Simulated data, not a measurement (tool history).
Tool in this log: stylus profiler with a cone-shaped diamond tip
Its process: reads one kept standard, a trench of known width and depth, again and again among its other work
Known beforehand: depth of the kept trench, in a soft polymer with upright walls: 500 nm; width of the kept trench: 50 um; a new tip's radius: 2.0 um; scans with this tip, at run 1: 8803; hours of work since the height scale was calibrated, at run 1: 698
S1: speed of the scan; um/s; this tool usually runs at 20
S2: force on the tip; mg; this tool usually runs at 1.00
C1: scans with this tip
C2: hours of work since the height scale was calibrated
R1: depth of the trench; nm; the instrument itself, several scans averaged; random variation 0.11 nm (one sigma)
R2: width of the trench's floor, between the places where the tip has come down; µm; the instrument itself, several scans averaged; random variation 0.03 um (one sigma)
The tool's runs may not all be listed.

{"run": 1, "hour": 0.0, "S1": 20, "S2": 1.0, "C1": 8803, "C2": 698, "R1": 505.46, "R2": 46.29}
{"run": 2, "hour": 8.2, "S1": 20, "S2": 1.0, "C1": 8885, "C2": 704, "R1": 505.56, "R2": 46.31}
{"run": 3, "hour": 22.1, "S1": 20, "S2": 1.0, "C1": 9024, "C2": 715, "R1": 505.56, "R2": 46.24}
{"run": 4, "hour": 32.4, "S1": 20, "S2": 1.0, "C1": 9127, "C2": 723, "R1": 505.67, "R2": 46.23}
{"run": 5, "hour": 45.9, "S1": 20, "S2": 1.0, "C1": 9261, "C2": 734, "R1": 505.53, "R2": 46.29}
{"run": 6, "hour": 65.0, "S1": 20, "S2": 1.0, "C1": 9452, "C2": 749, "R1": 505.56, "R2": 46.21}
{"run": 7, "hour": 84.1, "S1": 20, "S2": 1.0, "C1": 9643, "C2": 764, "R1": 505.79, "R2": 46.28}
{"run": 8, "hour": 98.2, "S1": 38, "S2": 1.0, "C1": 9784, "C2": 776, "R1": 505.72, "R2": 46.16}
{"run": 9, "hour": 115.4, "S1": 38, "S2": 1.0, "C1": 9956, "C2": 789, "R1": 505.53, "R2": 46.08}
{"run": 10, "hour": 126.7, "S1": 20, "S2": 1.09, "C1": 10069, "C2": 798, "R1": 505.96, "R2": 46.18}
{"run": 11, "hour": 137.2, "S1": 20, "S2": 2.29, "C1": 10174, "C2": 806, "R1": 509.08, "R2": 46.19}
{"run": 12, "hour": 147.8, "S1": 20, "S2": 2.29, "C1": 10279, "C2": 815, "R1": 509.1, "R2": 46.15}
{"run": 13, "hour": 155.9, "S1": 20, "S2": 2.29, "C1": 10361, "C2": 821, "R1": 508.98, "R2": 46.17}
{"hour": 157.4, "done": "height scale calibrated on a step standard"}
{"run": 14, "hour": 176.4, "S1": 12, "S2": 1.0, "C1": 10560, "C2": 15, "R1": 506.55, "R2": 46.17}
{"run": 15, "hour": 185.4, "S1": 28, "S2": 1.0, "C1": 10650, "C2": 22, "R1": 506.56, "R2": 46.11}
{"run": 16, "hour": 203.9, "S1": 20, "S2": 1.0, "C1": 10835, "C2": 37, "R1": 506.61, "R2": 46.15}
{"run": 17, "hour": 221.8, "S1": 30, "S2": 0.41, "C1": 11014, "C2": 51, "R1": 504.71, "R2": 45.99}
{"hour": 228.3, "done": "height scale calibrated on a step standard, once more"}
{"run": 18, "hour": 235.2, "S1": 13, "S2": 0.38, "C1": 11143, "C2": 5, "R1": 502.11, "R2": 46.07}
{"run": 19, "hour": 244.4, "S1": 20, "S2": 0.96, "C1": 11235, "C2": 13, "R1": 504.0, "R2": 46.06}
{"run": 20, "hour": 255.8, "S1": 58, "S2": 2.42, "C1": 11348, "C2": 22, "R1": 507.66, "R2": 45.99}
{"run": 21, "hour": 267.9, "S1": 58, "S2": 2.42, "C1": 11469, "C2": 31, "R1": 507.83, "R2": 46.03}
{"run": 22, "hour": 277.6, "S1": 9, "S2": 2.11, "C1": 11566, "C2": 39, "R1": 507.28, "R2": 46.07}
{"run": 23, "hour": 295.4, "S1": 13, "S2": 1.0, "C1": 11744, "C2": 53, "R1": 504.1, "R2": 46.04}
{"run": 24, "hour": 310.6, "S1": 9, "S2": 1.0, "C1": 11896, "C2": 65, "R1": 504.4, "R2": 46.05}
{"run": 25, "hour": 320.7, "S1": 9, "S2": 1.0, "C1": 11996, "C2": 73, "R1": 504.27, "R2": 46.08}
{"run": 26, "hour": 330.3, "S1": 54, "S2": 1.0, "C1": 12093, "C2": 81, "R1": 504.27, "R2": 45.82}
{"run": 27, "hour": 341.6, "S1": 54, "S2": 1.0, "C1": 12206, "C2": 90, "R1": 504.3, "R2": 45.86}
{"run": 28, "hour": 358.2, "S1": 54, "S2": 1.0, "C1": 12371, "C2": 103, "R1": 504.37, "R2": 45.8}
{"run": 29, "hour": 366.6, "S1": 76, "S2": 0.6, "C1": 12455, "C2": 109, "R1": 503.12, "R2": 45.67}

Alternative continuations, all from the tool just after run 29; predict every row:
{"run": "A", "hour": 385.4, "S1": 13, "S2": 0.82, "C1": 12643, "C2": 124, "R1": "?", "R2": "?"}
{"run": "B", "hour": 385.4, "S1": 18, "S2": 0.6, "C1": 12643, "C2": 124, "R1": "?", "R2": "?"}
{"run": "C", "hour": 385.4, "S1": 72, "S2": 0.88, "C1": 12643, "C2": 124, "R1": "?", "R2": "?"}

run=A R1=503.65 R2=46.00
run=B R1=503.05 R2=45.94
run=C R1=504.10 R2=45.74
With no hidden state in the tool, these same runs would have given:
run=A R1=503.69 R2=47.35
run=B R1=503.09 R2=47.28
run=C R1=504.14 R2=47.09
